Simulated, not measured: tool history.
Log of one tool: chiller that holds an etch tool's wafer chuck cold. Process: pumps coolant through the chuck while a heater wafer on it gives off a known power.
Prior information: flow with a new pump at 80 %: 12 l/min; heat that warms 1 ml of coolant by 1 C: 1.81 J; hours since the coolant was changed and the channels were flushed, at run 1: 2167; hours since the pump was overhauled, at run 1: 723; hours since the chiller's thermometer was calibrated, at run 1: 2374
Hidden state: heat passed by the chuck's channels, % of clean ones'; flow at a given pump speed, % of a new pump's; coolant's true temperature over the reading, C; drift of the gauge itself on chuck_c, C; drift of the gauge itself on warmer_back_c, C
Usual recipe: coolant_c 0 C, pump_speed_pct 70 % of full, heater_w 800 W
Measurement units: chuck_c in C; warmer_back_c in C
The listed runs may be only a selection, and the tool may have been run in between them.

run	hour	coolant_c	pump_speed_pct	heater_w	hours since the coolant was changed and the channels were flushed	hours since the pump was overhauled	hours since the chiller's thermometer was calibrated	chuck_c	warmer_back_c
1	0	0	70	800	2167	723	2374	6.4	2.52
2	74.3	0	89	800	2242	797	2448	5.3	2.02
3	150.6	0	89	800	2318	873	2524	5.2	1.93
4	285.2	0	89	820	2453	1008	2659	5.5	2.06
5	435.2	0	89	820	2603	1158	2809	5.3	2.09
6	541.3	0	89	820	2709	1264	2915	5.4	2.05
7	672.7	0	89	820	2840	1395	3047	5.6	2.04
8	802.8	0	89	820	2970	1526	3177	5.6	2.07
9	879.7	0	89	820	3047	1602	3254	5.4	2.08
10	953.4	-2	70	800	3121	1676	3327	4.5	2.58
# hour 972.2: chiller's thermometer calibrated
11	1070.3	0	70	482	3237	1792	98	3.7	1.53
12	1178.5	6	94	416	3345	1900	206	8.5	0.97
13	1302.4	-9	70	1147	3469	2024	330	0	3.72
14	1444.8	-6	61	707	3611	2167	473	0.1	2.65
15	1521	-9	95	697	3688	2243	549	-4.8	1.62
16	1643.1	0	66	800	3810	2365	671	6.7	2.79
17	1712.6	0	66	800	3879	2434	740	6.4	2.7
18	1830.2	0	70	1175	3997	2552	858	9.6	3.81
19	1892.8	-6	70	1179	4059	2615	921	3.7	3.82
20	1982.7	-2	91	419	4149	2704	1011	0.7	1.04
21	2103.9	0	99	427	4270	2826	1132	2.6	1
22	2215.3	-4	65	572	4382	2937	1243	0.9	1.97

Results per run with the tool's hidden condition removed, run-to-run variation unchanged:
run	chuck_c	warmer_back_c
1	5.9	2.51
2	4.8	2.01
3	4.8	1.92
4	5.1	2.05
5	4.8	2.08
6	4.9	2.04
7	5	2.02
8	5	2.05
9	4.9	2.06
10	3.9	2.55
11	3.5	1.51
12	8.4	0.96
13	-0.7	3.67
14	-0.3	2.61
15	-5.1	1.59
16	6.2	2.74
17	5.9	2.65
18	8.8	3.73
19	2.9	3.74
20	0.5	1.01
21	2.3	0.98
22	0.5	1.93
